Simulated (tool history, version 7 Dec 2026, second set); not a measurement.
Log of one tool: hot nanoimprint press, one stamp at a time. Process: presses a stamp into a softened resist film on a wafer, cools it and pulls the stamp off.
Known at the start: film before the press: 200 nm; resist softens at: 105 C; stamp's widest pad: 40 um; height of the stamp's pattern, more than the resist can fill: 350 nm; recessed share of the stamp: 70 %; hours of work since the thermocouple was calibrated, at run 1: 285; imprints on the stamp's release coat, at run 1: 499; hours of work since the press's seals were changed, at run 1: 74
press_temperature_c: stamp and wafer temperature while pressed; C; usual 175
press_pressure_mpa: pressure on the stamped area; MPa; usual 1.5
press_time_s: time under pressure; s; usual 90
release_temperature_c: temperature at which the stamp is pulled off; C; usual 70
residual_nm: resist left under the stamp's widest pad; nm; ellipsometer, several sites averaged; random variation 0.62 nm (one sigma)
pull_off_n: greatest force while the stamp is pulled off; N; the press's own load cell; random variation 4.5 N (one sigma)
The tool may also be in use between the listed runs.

run,hour,press_temperature_c,press_pressure_mpa,press_time_s,release_temperature_c,hours of work since the thermocouple was calibrated,imprints on the stamp's release coat,hours of work since the press's seals were changed,residual_nm,pull_off_n
1,0,175,1.5,90,70,285,499,74,100.1,253
2,6,175,1.5,90,70,290,524,79,100,258
3,11.5,175,1.5,90,70,294,548,83,101.6,243
4,17.7,175,1.5,90,70,298,574,87,100.9,248
5,27.2,175,1.5,90,70,305,614,94,101.2,251
6,37.5,175,1.5,90,70,313,658,102,103,249
7,43.7,175,1.5,90,70,317,685,106,102.6,253
8,52,175,1.5,117,70,323,720,112,91.3,256
9,63.4,175,1.44,90,70,331,769,120,104.5,252
10,74,175,1.44,90,70,339,814,128,103.4,262
11,81.9,175,1.44,90,70,345,848,134,104.2,267
12,86.8,175,1.44,90,70,348,869,137,104,259
13,94,175,1.44,90,70,354,899,143,102.9,262
14,103.5,175,1.44,90,70,360,940,149,104.5,266
15,109.2,175,1.44,90,70,365,964,154,103.9,266
16,120.8,173,1.5,136,70,373,1014,162,99.5,278
17,130.1,173,1.5,54,68,380,1053,169,134.1,277
18,137.9,176,1.5,71,58,385,1087,174,107.2,307
19,142.7,177,1.5,106,58,389,1107,178,87.5,305
20,151.1,164,1.86,106,60,395,1143,184,154.5,298

Run 21 comes next. What will it give?
21,156.2,175,2.29,131,70,399,1165,188,?,?

residual_nm: 75.9 nm
pull_off_n: 283 N
Without the tool's hidden state the same run would have given residual_nm 67.8 nm, pull_off_n 223 N.

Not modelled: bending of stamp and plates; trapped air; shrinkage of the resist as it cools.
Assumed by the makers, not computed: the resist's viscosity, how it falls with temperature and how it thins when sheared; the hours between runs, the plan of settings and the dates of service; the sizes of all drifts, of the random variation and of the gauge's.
